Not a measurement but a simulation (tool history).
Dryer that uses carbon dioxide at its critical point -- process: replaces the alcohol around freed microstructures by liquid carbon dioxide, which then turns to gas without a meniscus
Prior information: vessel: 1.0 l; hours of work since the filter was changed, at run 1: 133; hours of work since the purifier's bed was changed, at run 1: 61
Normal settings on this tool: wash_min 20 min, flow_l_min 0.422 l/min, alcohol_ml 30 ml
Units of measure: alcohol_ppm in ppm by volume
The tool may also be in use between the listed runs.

| run | day | wash_min | flow_l_min | alcohol_ml | hours of work since the filter was changed | hours of work since the purifier's bed was changed | alcohol_ppm |
|---|---|---|---|---|---|---|---|
| 1 | 0 | 20 | 0.422 | 30 | 133 | 61 | 96 |
| 2 | 0.608 | 20 | 0.515 | 30 | 142 | 70 | 41 |
| 3 | 1.575 | 20 | 0.515 | 30 | 157 | 85 | 46 |
| 4 | 2.025 | 20 | 0.515 | 30 | 163 | 92 | 40 |
| 5 | 2.804 | 20 | 0.515 | 30 | 175 | 103 | 51 |
| 6 | 3.867 | 20 | 0.513 | 30 | 191 | 120 | 56 |
| 7 | 4.604 | 20 | 0.422 | 30 | 202 | 131 | 132 |
| 8 | 5.254 | 20 | 0.422 | 30 | 212 | 140 | 134 |
| 9 | 5.988 | 20 | 0.422 | 30 | 223 | 152 | 145 |
| 10 | 6.562 | 20 | 0.422 | 30 | 232 | 160 | 152 |
|  | 6.862 | inlet filter changed |
| 11 | 7.588 | 20 | 0.422 | 30 | 11 | 175 | 90 |
| 12 | 8.121 | 20 | 0.422 | 30 | 19 | 183 | 96 |
| 13 | 8.8 | 20 | 0.422 | 30 | 29 | 193 | 97 |
| 14 | 9.592 | 20 | 0.422 | 30 | 41 | 205 | 100 |
| 15 | 10.321 | 20 | 0.422 | 30 | 52 | 216 | 115 |
| 16 | 11.138 | 20 | 0.422 | 30 | 65 | 229 | 111 |
| 17 | 12.179 | 20 | 0.422 | 30 | 80 | 244 | 131 |
| 18 | 12.917 | 20 | 0.422 | 30 | 91 | 256 | 130 |
| 19 | 13.471 | 20 | 0.378 | 30 | 100 | 264 | 197 |
| 20 | 13.925 | 20 | 0.378 | 106 | 107 | 271 | 530 |
| 21 | 14.467 | 20 | 0.328 | 54 | 115 | 279 | 590 |
| 22 | 15.117 | 19 | 0.362 | 101 | 125 | 289 | 837 |
| 23 | 15.958 | 17 | 0.422 | 49 | 137 | 301 | 378 |
| 24 | 16.542 | 19 | 0.261 | 50 | 146 | 310 | 1758 |
| 25 | 17.338 | 13 | 0.651 | 71 | 158 | 322 | 254 |
| 26 | 17.917 | 16 | 0.335 | 83 | 167 | 331 | 2166 |
| 27 | 18.512 | 26 | 0.279 | 37 | 176 | 340 | 365 |
| 28 | 19.242 | 16 | 0.501 | 83 | 187 | 351 | 422 |
| 29 | 20.004 | 20 | 0.422 | 44 | 198 | 362 | 253 |
| 30 | 20.838 | 17 | 0.422 | 23 | 211 | 375 | 293 |
| 31 | 21.908 | 17 | 0.422 | 23 | 227 | 391 | 310 |
|  | 22.562 | inlet filter changed |
| 32 | 22.975 | 16 | 0.422 | 110 | 6 | 407 | 666 |
| 33 | 23.938 | 16 | 0.422 | 110 | 21 | 421 | 711 |
| 34 | 24.854 | 30 | 0.442 | 78 | 35 | 435 | 114 |
| 35 | 25.712 | 16 | 0.442 | 39 | 48 | 448 | 294 |
| 36 | 26.525 | 14 | 0.422 | 29 | 60 | 460 | 464 |
| 37 | 27.029 | 17 | 0.651 | 56 | 67 | 468 | 127 |
| 38 | 27.758 | 12 | 0.422 | 30 | 78 | 479 | 821 |
| 39 | 28.371 | 18 | 0.391 | 30 | 88 | 488 | 309 |
| 40 | 29.225 | 18 | 0.391 | 30 | 101 | 501 | 314 |

What differs in the tool's unlogged condition from the final listed run ahead of each entry between runs to the first listed run following it?
From run 10 to run 11: inlet filter changed (day 6.862)
  flow that reaches the vessel past the clogged filter, %: 84.3 -> 99; alcohol in the recycled carbon dioxide, ppm: 43.8 -> 47.7
  measured value less the no-hidden-state value, alcohol_ppm: +108 -> +46 ppm by volume
From run 31 to run 32: inlet filter changed (day 22.562)
  flow that reaches the vessel past the clogged filter, %: 83.3 -> 99; alcohol in the recycled carbon dioxide, ppm: 104.4 -> 108.1
  measured value less the no-hidden-state value, alcohol_ppm: +225 -> +134 ppm by volume

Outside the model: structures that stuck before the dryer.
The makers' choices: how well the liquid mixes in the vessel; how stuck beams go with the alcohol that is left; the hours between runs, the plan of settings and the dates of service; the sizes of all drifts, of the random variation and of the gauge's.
